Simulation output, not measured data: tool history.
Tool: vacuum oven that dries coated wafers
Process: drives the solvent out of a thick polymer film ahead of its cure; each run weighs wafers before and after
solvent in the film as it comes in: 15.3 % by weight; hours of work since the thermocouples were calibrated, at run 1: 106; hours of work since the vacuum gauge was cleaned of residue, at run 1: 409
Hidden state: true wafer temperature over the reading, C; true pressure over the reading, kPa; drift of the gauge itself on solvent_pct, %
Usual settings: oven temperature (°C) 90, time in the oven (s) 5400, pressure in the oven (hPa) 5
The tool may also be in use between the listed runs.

run,day,oven temperature (°C),time in the oven (s),pressure in the oven (hPa),hours of work since the thermocouples were calibrated,hours of work since the vacuum gauge was cleaned of residue,solvent left in the film (%)
1,0,90,5400,5,106,409,3.15
2,1.125,90,5400,5,125,429,3.12
3,2.646,90,5400,6.31,152,456,3.14
4,4.004,90,5400,6.31,176,480,3.21
5,5.562,90,5400,13.55,204,507,3.41
6,7.325,90,5400,5,235,538,3.15
7,9.3,90,5400,5.9,270,573,3.12
8,10.671,90,5400,4.11,294,597,3.13
9,12.317,90,5400,5,323,626,3.16
10,14.15,90,5400,12.79,355,659,3.35
11,16.088,90,5400,17.09,390,693,3.53
12,17.483,90,5400,17.09,414,718,3.52
13,18.417,90,4020,9.32,431,734,4.53
14,19.342,91,5520,6.99,447,751,2.81
15,21.271,104,5520,5.37,481,785,0.56
16,22.95,84,5400,8.9,511,814,4.93
17,24.821,84,5400,8.9,544,847,4.84
18,26.533,84,5400,8.9,574,877,4.88
19,27.517,90,3600,4.68,591,895,4.78
20,28.446,100,6840,15.28,608,911,0.91
21,29.938,85,5340,18.28,634,938,4.88
22,31.771,101,5400,5,667,970,0.97

Forecast each of these 5 alternatives for the next run:
A,33.675,90,5760,5,700,1004,?
B,33.675,101,3480,4,700,1004,?
C,33.675,90,8880,5,700,1004,?
D,33.675,99,5040,8.5,700,1004,?
E,33.675,101,7680,5,700,1004,?

run,solvent left in the film (%)
A,2.77
B,2.13
C,1.32
D,1.51
E,0.44
Without the tool's hidden state the same runs would have given:
run,solvent left in the film (%)
A,2.85
B,2.21
C,1.34
D,1.56
E,0.42
